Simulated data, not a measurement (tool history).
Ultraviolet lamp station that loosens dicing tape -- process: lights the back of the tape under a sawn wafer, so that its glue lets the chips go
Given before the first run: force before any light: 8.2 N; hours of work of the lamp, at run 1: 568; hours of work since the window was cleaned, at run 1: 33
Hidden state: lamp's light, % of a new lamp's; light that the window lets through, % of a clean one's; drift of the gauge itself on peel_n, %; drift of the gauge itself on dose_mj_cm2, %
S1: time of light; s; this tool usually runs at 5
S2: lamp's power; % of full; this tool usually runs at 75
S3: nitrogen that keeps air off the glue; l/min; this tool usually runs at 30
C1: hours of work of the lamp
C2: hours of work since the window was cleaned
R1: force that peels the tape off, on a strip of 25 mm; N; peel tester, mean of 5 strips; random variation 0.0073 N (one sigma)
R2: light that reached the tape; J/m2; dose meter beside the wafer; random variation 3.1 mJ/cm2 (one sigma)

{"run": 1, "day": 0.0, "S1": 5, "S2": 75, "S3": 30, "C1": 568, "C2": 33, "R1": 0.336, "R2": 3940}
{"run": 2, "day": 1.483, "S1": 5, "S2": 75, "S3": 15, "C1": 583, "C2": 49, "R1": 0.473, "R2": 3940}
{"run": 3, "day": 2.633, "S1": 5, "S2": 75, "S3": 15, "C1": 596, "C2": 61, "R1": 0.478, "R2": 3920}
{"run": 4, "day": 4.212, "S1": 5, "S2": 75, "S3": 15, "C1": 612, "C2": 78, "R1": 0.459, "R2": 3870}
{"run": 5, "day": 5.754, "S1": 5, "S2": 90, "S3": 15, "C1": 629, "C2": 94, "R1": 0.34, "R2": 4630}
{"run": 6, "day": 6.85, "S1": 5, "S2": 90, "S3": 15, "C1": 640, "C2": 106, "R1": 0.337, "R2": 4630}
{"run": 7, "day": 8.117, "S1": 5, "S2": 90, "S3": 15, "C1": 654, "C2": 119, "R1": 0.35, "R2": 4510}
{"run": 8, "day": 8.838, "S1": 5, "S2": 90, "S3": 15, "C1": 662, "C2": 127, "R1": 0.36, "R2": 4530}
{"run": 9, "day": 10.179, "S1": 5, "S2": 90, "S3": 15, "C1": 676, "C2": 141, "R1": 0.371, "R2": 4510}
{"run": 10, "day": 10.946, "S1": 5, "S2": 90, "S3": 15, "C1": 684, "C2": 149, "R1": 0.358, "R2": 4520}
{"run": 11, "day": 11.842, "S1": 5, "S2": 90, "S3": 10, "C1": 693, "C2": 159, "R1": 0.441, "R2": 4520}
{"run": 12, "day": 12.817, "S1": 5, "S2": 90, "S3": 10, "C1": 704, "C2": 169, "R1": 0.458, "R2": 4500}
{"run": 13, "day": 13.604, "S1": 5, "S2": 90, "S3": 10, "C1": 712, "C2": 178, "R1": 0.442, "R2": 4430}
{"run": 14, "day": 14.546, "S1": 5, "S2": 75, "S3": 30, "C1": 722, "C2": 188, "R1": 0.397, "R2": 3700}
{"run": 15, "day": 15.771, "S1": 5, "S2": 75, "S3": 30, "C1": 735, "C2": 201, "R1": 0.395, "R2": 3680}
{"run": 16, "day": 16.5, "S1": 5, "S2": 75, "S3": 11, "C1": 743, "C2": 208, "R1": 0.641, "R2": 3660}
{"run": 17, "day": 17.754, "S1": 5, "S2": 75, "S3": 30, "C1": 756, "C2": 222, "R1": 0.433, "R2": 3650}
{"run": 18, "day": 19.192, "S1": 3, "S2": 80, "S3": 15, "C1": 772, "C2": 237, "R1": 1.317, "R2": 2310}
{"run": 19, "day": 20.733, "S1": 3, "S2": 78, "S3": 17, "C1": 788, "C2": 253, "R1": 1.306, "R2": 2260}
{"run": 20, "day": 22.125, "S1": 3, "S2": 78, "S3": 17, "C1": 803, "C2": 268, "R1": 1.319, "R2": 2210}
{"day": 22.229, "done": "window cleaned of glue's vapour"}
{"run": 21, "day": 23.275, "S1": 4, "S2": 97, "S3": 11, "C1": 815, "C2": 11, "R1": 0.617, "R2": 3600}
{"run": 22, "day": 24.85, "S1": 2, "S2": 76, "S3": 30, "C1": 832, "C2": 28, "R1": 2.173, "R2": 1400}
{"run": 23, "day": 26.379, "S1": 3, "S2": 76, "S3": 19, "C1": 848, "C2": 44, "R1": 1.452, "R2": 2080}
{"day": 26.9, "done": "window cleaned of glue's vapour, once more"}
{"run": 24, "day": 27.412, "S1": 3, "S2": 76, "S3": 19, "C1": 859, "C2": 5, "R1": 1.252, "R2": 2210}
{"run": 25, "day": 28.892, "S1": 3, "S2": 90, "S3": 21, "C1": 874, "C2": 21, "R1": 0.9, "R2": 2600}
{"run": 26, "day": 30.4, "S1": 3, "S2": 87, "S3": 16, "C1": 890, "C2": 37, "R1": 1.159, "R2": 2480}
{"run": 27, "day": 31.45, "S1": 6, "S2": 87, "S3": 16, "C1": 901, "C2": 48, "R1": 0.295, "R2": 4950}
{"run": 28, "day": 32.25, "S1": 6, "S2": 87, "S3": 20, "C1": 910, "C2": 57, "R1": 0.279, "R2": 4930}
{"run": 29, "day": 33.646, "S1": 9, "S2": 87, "S3": 32, "C1": 925, "C2": 72, "R1": 0.196, "R2": 7360}
{"run": 30, "day": 34.775, "S1": 9, "S2": 87, "S3": 32, "C1": 937, "C2": 84, "R1": 0.197, "R2": 7280}
{"run": 31, "day": 36.362, "S1": 9, "S2": 87, "S3": 32, "C1": 954, "C2": 101, "R1": 0.203, "R2": 7210}
{"run": 32, "day": 37.496, "S1": 9, "S2": 87, "S3": 32, "C1": 966, "C2": 113, "R1": 0.183, "R2": 7210}
{"run": 33, "day": 38.692, "S1": 9, "S2": 83, "S3": 32, "C1": 978, "C2": 125, "R1": 0.197, "R2": 6810}

What would each run have given without the hidden state, its run-to-run variation left as it was?
run=1 R1=0.254 R2=4710
run=2 R1=0.336 R2=4740
run=3 R1=0.335 R2=4750
run=4 R1=0.316 R2=4720
run=5 R1=0.250 R2=5680
run=6 R1=0.245 R2=5700
run=7 R1=0.254 R2=5610
run=8 R1=0.259 R2=5650
run=9 R1=0.265 R2=5660
run=10 R1=0.252 R2=5690
run=11 R1=0.293 R2=5710
run=12 R1=0.303 R2=5700
run=13 R1=0.288 R2=5650
run=14 R1=0.268 R2=4730
run=15 R1=0.260 R2=4740
run=16 R1=0.385 R2=4740
run=17 R1=0.282 R2=4750
run=18 R1=0.805 R2=3020
run=19 R1=0.786 R2=2970
run=20 R1=0.787 R2=2930
run=21 R1=0.334 R2=4900
run=22 R1=1.378 R2=1910
run=23 R1=0.810 R2=2870
run=24 R1=0.769 R2=2890
run=25 R1=0.522 R2=3420
run=26 R1=0.673 R2=3290
run=27 R1=0.213 R2=6590
run=28 R1=0.210 R2=6590
run=29 R1=0.192 R2=9900
run=30 R1=0.192 R2=9860
run=31 R1=0.198 R2=9860
run=32 R1=0.178 R2=9920
run=33 R1=0.189 R2=9420
